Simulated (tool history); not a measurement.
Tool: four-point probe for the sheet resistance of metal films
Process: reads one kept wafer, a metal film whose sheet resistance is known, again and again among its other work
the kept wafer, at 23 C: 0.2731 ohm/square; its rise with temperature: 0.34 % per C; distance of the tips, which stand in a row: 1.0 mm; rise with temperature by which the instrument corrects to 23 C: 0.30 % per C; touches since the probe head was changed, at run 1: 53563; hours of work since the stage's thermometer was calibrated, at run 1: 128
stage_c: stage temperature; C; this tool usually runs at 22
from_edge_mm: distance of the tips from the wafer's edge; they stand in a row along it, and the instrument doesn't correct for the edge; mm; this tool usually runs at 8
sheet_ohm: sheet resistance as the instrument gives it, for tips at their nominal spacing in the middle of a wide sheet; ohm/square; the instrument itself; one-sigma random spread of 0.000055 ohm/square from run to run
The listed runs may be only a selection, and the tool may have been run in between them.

run	hour	stage_c	from_edge_mm	touches since the probe head was changed	hours of work since the stage's thermometer was calibrated	sheet_ohm
1	0.0	22	8	53563	128	0.276058
2	12.0	22	8	53887	133	0.275985
3	30.3	22	8	54383	141	0.276019
4	39.4	22	8	54631	145	0.276159
5	56.4	22	8	55089	152	0.275980
6	70.1	22	74	55460	158	0.273809
7	80.1	22	3	55731	163	0.289156
8	98.2	22	3	56222	171	0.289215
9	113.8	22	3	56643	178	0.289275
10	123.4	22	3	56904	182	0.289236
11	137.2	22	8	57278	188	0.276174
12	155.8	22	8	57782	196	0.276121
13	173.5	22	8	58260	204	0.276122
14	188.7	22	53	58673	210	0.273902
15	201.1	22	53	59007	216	0.274004
16	218.0	22	53	59464	223	0.273961
17	234.8	22	8	59919	230	0.276168
# hour 251.9: new probe head fitted
18	254.2	22	24	64	238	0.274773
19	269.9	22	24	489	245	0.275002
20	287.4	22	24	962	253	0.274830
21	299.9	22	24	1301	258	0.274917
22	319.3	22	24	1826	267	0.274889
23	334.7	34	5	2244	274	0.281656
24	349.1	21	25	2632	280	0.274764
25	367.5	22	17	3131	288	0.275192
26	387.8	33	4	3679	297	0.284742
27	406.1	18	4	4175	305	0.283225
28	421.0	26	8	4579	311	0.277479
29	435.6	23	11	4976	318	0.276079
30	450.5	20	8	5377	324	0.276812
31	468.4	20	21	5864	332	0.274851
32	483.9	23	16	6282	339	0.275405
33	498.2	23	16	6670	345	0.275442
34	509.8	23	16	6985	350	0.275579
35	524.6	33	32	7384	356	0.276057
36	544.5	33	32	7924	365	0.276155
37	561.4	20	26	8382	373	0.274709
38	571.9	20	26	8666	377	0.274872
39	588.4	20	26	9111	384	0.274876
40	599.9	20	26	9424	389	0.274881
41	616.2	20	26	9865	396	0.274889
42	632.1	19	62	10296	403	0.274664
43	641.9	21	45	10561	408	0.274875
44	654.5	21	45	10902	413	0.274834

Alternative continuations, all from the tool just after run 44; predict every row:
A	672.0	18	3	11376	421	?
B	672.0	22	34	11376	421	?
C	672.0	21	45	11376	421	?
D	672.0	20	13	11376	421	?
E	672.0	21	6	11376	421	?

run	sheet_ohm
A	0.290011
B	0.275060
C	0.274932
D	0.275632
E	0.278968
Had the tool no hidden state, the same runs would have come out as:
run	sheet_ohm
A	0.287995
B	0.273139
C	0.273012
D	0.273708
E	0.277022
